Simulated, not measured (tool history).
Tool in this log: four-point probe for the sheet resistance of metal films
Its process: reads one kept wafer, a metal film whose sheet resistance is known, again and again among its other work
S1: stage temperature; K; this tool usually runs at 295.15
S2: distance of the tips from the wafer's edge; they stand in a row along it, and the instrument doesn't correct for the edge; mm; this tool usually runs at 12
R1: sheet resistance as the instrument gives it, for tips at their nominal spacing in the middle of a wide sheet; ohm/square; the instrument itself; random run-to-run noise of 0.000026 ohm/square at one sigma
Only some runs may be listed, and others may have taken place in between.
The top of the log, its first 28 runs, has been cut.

{"run": 29, "day": 68.371, "S1": 298.15, "S2": 3, "R1": 0.132326}
{"run": 30, "day": 70.946, "S1": 306.15, "S2": 24, "R1": 0.130261}
{"run": 31, "day": 74.279, "S1": 295.15, "S2": 7, "R1": 0.13076}
{"run": 32, "day": 77.804, "S1": 295.15, "S2": 7, "R1": 0.130811}
{"run": 33, "day": 79.404, "S1": 295.15, "S2": 7, "R1": 0.130808}
{"run": 34, "day": 82.825, "S1": 300.15, "S2": 17, "R1": 0.130416}
{"run": 35, "day": 84.658, "S1": 302.15, "S2": 17, "R1": 0.130402}
{"run": 36, "day": 86.188, "S1": 302.15, "S2": 17, "R1": 0.130402}
{"run": 37, "day": 89.629, "S1": 302.15, "S2": 13, "R1": 0.13042}
{"run": 38, "day": 92.629, "S1": 307.15, "S2": 29, "R1": 0.130249}
{"run": 39, "day": 96.112, "S1": 307.15, "S2": 29, "R1": 0.130275}
{"run": 40, "day": 97.7, "S1": 303.15, "S2": 41, "R1": 0.130344}
{"run": 41, "day": 99.688, "S1": 292.15, "S2": 9, "R1": 0.130702}
{"day": 101.633, "done": "stage's thermometer calibrated"}
{"run": 42, "day": 102.196, "S1": 301.15, "S2": 11, "R1": 0.13051}
{"run": 43, "day": 105.646, "S1": 298.15, "S2": 15, "R1": 0.130462}
{"run": 44, "day": 108.996, "S1": 295.15, "S2": 7, "R1": 0.130785}

Forecast each of these 5 alternatives for the next run:
{"run": "A", "day": 112.083, "S1": 307.15, "S2": 8, "R1": "?"}
{"run": "B", "day": 112.083, "S1": 301.15, "S2": 7, "R1": "?"}
{"run": "C", "day": 112.083, "S1": 303.15, "S2": 22, "R1": "?"}
{"run": "D", "day": 112.083, "S1": 307.15, "S2": 12, "R1": "?"}
{"run": "E", "day": 112.083, "S1": 295.15, "S2": 4, "R1": "?"}

run=A R1=0.130504
run=B R1=0.130693
run=C R1=0.130370
run=D R1=0.130352
run=E R1=0.131508
Take away the tool's hidden state, keep each run's random variation, and the runs would have read:
run=A R1=0.130482
run=B R1=0.130671
run=C R1=0.130347
run=D R1=0.130329
run=E R1=0.131485

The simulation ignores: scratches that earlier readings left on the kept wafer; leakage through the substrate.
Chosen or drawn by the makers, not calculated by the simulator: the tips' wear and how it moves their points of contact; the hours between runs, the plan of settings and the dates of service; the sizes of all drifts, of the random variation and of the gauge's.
